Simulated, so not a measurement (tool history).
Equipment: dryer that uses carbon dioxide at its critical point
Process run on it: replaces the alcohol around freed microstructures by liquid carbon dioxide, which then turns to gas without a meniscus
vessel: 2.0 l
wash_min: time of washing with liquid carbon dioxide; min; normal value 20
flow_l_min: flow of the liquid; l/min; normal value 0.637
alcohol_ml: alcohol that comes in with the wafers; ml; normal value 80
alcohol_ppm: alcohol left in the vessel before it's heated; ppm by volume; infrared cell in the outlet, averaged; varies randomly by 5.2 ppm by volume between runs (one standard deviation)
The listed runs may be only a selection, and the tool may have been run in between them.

run     day  wash_min  flow_l_min  alcohol_ml  alcohol_ppm
  1   0.000        20       0.637          80          168
  2   0.367        20       0.637          82          174
  3   0.658        20       0.637          80          173
  4   0.912        20       0.637          80          187
  5   1.158        20       0.637          80          182
  6   1.338        20       0.637          80          186
  7   1.696        20       0.637          80          186
  8   2.042        20       0.637          80          194
  9   2.217        20       0.637          56          164
 10   2.408        20       0.637          56          163
 11   2.646        20       0.637          56          165
 12   3.029        13       0.637          80         1120
 13   3.404        20       0.637          80          219
 14   3.633        20       0.637          80          212
 15   3.912        20       0.637          80          216
 16   4.254        20       0.630          80          237
 17   4.417        20       0.630          80          234
 18   4.667        20       0.630          80          240
 19   5.004        20       0.630          80          249
      5.221  -- inlet filter changed
 20   5.392        29       0.637          80           72
 21   5.621        20       0.637          80          169
 22   5.825        20       0.637          80          185
 23   6.021        20       0.637          80          179
 24   6.388        20       0.637          80          195
 25   6.754        20       0.637          80          189
 26   6.925        20       0.637          58          178
 27   7.321        23       0.407          58          452
 28   7.488        29       0.543          80          113
 29   7.804        29       0.543          80          122
 30   8.054        29       0.543          80          109
 31   8.454        27       0.824          27           95
 32   8.842        27       0.824          27           92
 33   9.096        27       0.824          27           97
 34   9.329        27       0.824          27          103
 35   9.629        15       0.824          80          249
 36   9.958        21       0.824          36          100
 37  10.308        21       0.824          36          108
 38  10.521        21       0.824         118          125
 39  10.762        21       0.824         118          137
 40  11.083        15       0.765          49          251
 41  11.254        20       0.533          80          433
 42  11.438        20       0.741          58          154
 43  11.625        20       0.741          58          150
 44  12.021        14       0.869          58          248
 45  12.371        20       1.014          35          118
 46  12.621        22       0.496          46          300

What would each run have given without the hidden state, its run-to-run variation left as it was?
The hidden state here: flow that reaches the vessel past the clogged filter, %; alcohol in the recycled carbon dioxide, ppm; drift of the gauge itself on alcohol_ppm, %.
run  alcohol_ppm
  1          100
  2          100
  3           97
  4          107
  5           99
  6           99
  7           97
  8          101
  9           81
 10           78
 11           79
 12          801
 13          106
 14           96
 15           95
 16          108
 17          105
 18          106
 19          108
 20            6
 21           94
 22          108
 23          101
 24          112
 25          102
 26           91
 27          335
 28           27
 29           35
 30           25
 31           10
 32            5
 33            7
 34           10
 35          125
 36            4
 37            9
 38           19
 39           27
 40          114
 41          253
 42           41
 43           35
 44          104
 45            8
 46          136
